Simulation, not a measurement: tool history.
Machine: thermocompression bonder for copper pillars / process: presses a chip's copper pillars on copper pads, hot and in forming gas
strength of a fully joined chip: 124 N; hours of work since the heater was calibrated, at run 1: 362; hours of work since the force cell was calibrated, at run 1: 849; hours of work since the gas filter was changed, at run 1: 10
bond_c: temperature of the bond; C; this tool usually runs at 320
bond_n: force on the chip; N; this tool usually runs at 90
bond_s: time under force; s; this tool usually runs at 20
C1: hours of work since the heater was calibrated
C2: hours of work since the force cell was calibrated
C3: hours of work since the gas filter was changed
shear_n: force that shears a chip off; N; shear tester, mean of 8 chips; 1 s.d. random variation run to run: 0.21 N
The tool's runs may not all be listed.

Run 1, hour 0: usual settings; C1 362; C2 849; C3 10. Result: shear_n 67.3 N.
Run 2, hour 32.2: usual settings but bond_c 345 C; C1 382; C2 869; C3 30. Result: shear_n 85.2 N.
Run 3, hour 48.5: usual settings; C1 392; C2 879; C3 40. Result: shear_n 67.1 N.
Run 4, hour 71.6: usual settings; C1 407; C2 894; C3 55. Result: shear_n 67 N.
Run 5, hour 85.7: usual settings; C1 416; C2 902; C3 63. Result: shear_n 67.2 N.
Run 6, hour 110.2: usual settings but bond_c 306 C; C1 431; C2 918; C3 79. Result: shear_n 56.5 N.
Run 7, hour 130.6: usual settings but bond_c 306 C; C1 443; C2 930; C3 91. Result: shear_n 56.8 N.
Run 8, hour 148.7: usual settings but bond_c 306 C; C1 455; C2 942; C3 103. Result: shear_n 56 N.
Run 9, hour 170.9: usual settings but bond_c 306 C; C1 469; C2 956; C3 117. Result: shear_n 56.2 N.
Run 10, hour 202.2: usual settings but bond_n 63 N; C1 488; C2 975; C3 136. Result: shear_n 55.3 N.

The next listed run, before its measurement:
Run 11, hour 228.3: usual settings but bond_c 345 C, bond_n 133 N, bond_s 11 s; C1 504; C2 991; C3 152. Result: shear_n ?.

shear_n: 83.7 N
With no hidden state in the tool, this same run would have given shear_n 81.4 N.
